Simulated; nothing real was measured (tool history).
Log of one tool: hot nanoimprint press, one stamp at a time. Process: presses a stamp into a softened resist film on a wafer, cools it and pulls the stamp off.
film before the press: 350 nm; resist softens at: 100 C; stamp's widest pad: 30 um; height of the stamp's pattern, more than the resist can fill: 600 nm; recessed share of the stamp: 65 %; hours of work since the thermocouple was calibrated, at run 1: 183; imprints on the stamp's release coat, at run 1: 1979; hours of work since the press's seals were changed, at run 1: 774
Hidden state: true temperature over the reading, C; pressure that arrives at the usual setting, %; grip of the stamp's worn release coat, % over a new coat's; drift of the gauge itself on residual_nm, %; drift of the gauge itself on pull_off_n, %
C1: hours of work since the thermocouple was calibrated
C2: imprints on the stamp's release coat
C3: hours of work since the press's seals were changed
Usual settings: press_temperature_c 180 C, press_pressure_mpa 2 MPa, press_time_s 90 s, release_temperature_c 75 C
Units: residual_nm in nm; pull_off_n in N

run 1 hour=0.0 | press_temperature_c=180 press_pressure_mpa=2 press_time_s=90 release_temperature_c=75 | C1=183 C2=1979 C3=774 | residual_nm=148.3 pull_off_n=171
run 2 hour=40.7 | press_temperature_c=180 press_pressure_mpa=2 press_time_s=90 release_temperature_c=75 | C1=209 C2=2185 C3=800 | residual_nm=147.1 pull_off_n=173
-- hour=113.2 stamp cleaned and given a new release coat
run 3 hour=116.0 | press_temperature_c=180 press_pressure_mpa=2 press_time_s=109 release_temperature_c=75 | C1=254 C2=15 C3=845 | residual_nm=137.0 pull_off_n=172
run 4 hour=177.8 | press_temperature_c=188 press_pressure_mpa=2 press_time_s=90 release_temperature_c=75 | C1=294 C2=327 C3=885 | residual_nm=111.4 pull_off_n=168
run 5 hour=238.9 | press_temperature_c=180 press_pressure_mpa=2 press_time_s=102 release_temperature_c=75 | C1=334 C2=636 C3=924 | residual_nm=141.0 pull_off_n=172
run 6 hour=293.6 | press_temperature_c=180 press_pressure_mpa=2 press_time_s=102 release_temperature_c=75 | C1=369 C2=913 C3=960 | residual_nm=141.2 pull_off_n=175
run 7 hour=360.0 | press_temperature_c=180 press_pressure_mpa=2 press_time_s=102 release_temperature_c=75 | C1=412 C2=1249 C3=1003 | residual_nm=139.4 pull_off_n=169
run 8 hour=402.4 | press_temperature_c=180 press_pressure_mpa=2 press_time_s=102 release_temperature_c=75 | C1=439 C2=1463 C3=1030 | residual_nm=139.6 pull_off_n=170
run 9 hour=434.4 | press_temperature_c=180 press_pressure_mpa=2 press_time_s=102 release_temperature_c=75 | C1=460 C2=1626 C3=1051 | residual_nm=138.1 pull_off_n=172
run 10 hour=499.8 | press_temperature_c=180 press_pressure_mpa=2 press_time_s=90 release_temperature_c=75 | C1=503 C2=1956 C3=1093 | residual_nm=146.3 pull_off_n=173
run 11 hour=546.8 | press_temperature_c=180 press_pressure_mpa=2 press_time_s=90 release_temperature_c=75 | C1=533 C2=2194 C3=1124 | residual_nm=147.4 pull_off_n=172
run 12 hour=595.9 | press_temperature_c=180 press_pressure_mpa=2 press_time_s=90 release_temperature_c=75 | C1=565 C2=2443 C3=1155 | residual_nm=146.4 pull_off_n=171
-- hour=605.3 plate thermocouple calibrated
-- hour=616.5 stamp cleaned and given a new release coat
-- hour=649.3 press's hydraulic seals changed and the load cell set to zero
run 13 hour=685.5 | press_temperature_c=180 press_pressure_mpa=2 press_time_s=90 release_temperature_c=75 | C1=43 C2=309 C3=23 | residual_nm=145.6 pull_off_n=169
run 14 hour=720.2 | press_temperature_c=180 press_pressure_mpa=2 press_time_s=90 release_temperature_c=64 | C1=65 C2=484 C3=46 | residual_nm=147.7 pull_off_n=202

Forecast run 15:
run 15 hour=772.4 | press_temperature_c=180 press_pressure_mpa=2 press_time_s=90 release_temperature_c=64 | C1=99 C2=749 C3=80 | residual_nm=? pull_off_n=?

{"run 15": {"residual_nm": 146.7, "pull_off_n": 199}}
Without the tool's hidden state the same run would have given residual_nm 146.7 nm, pull_off_n 198 N.
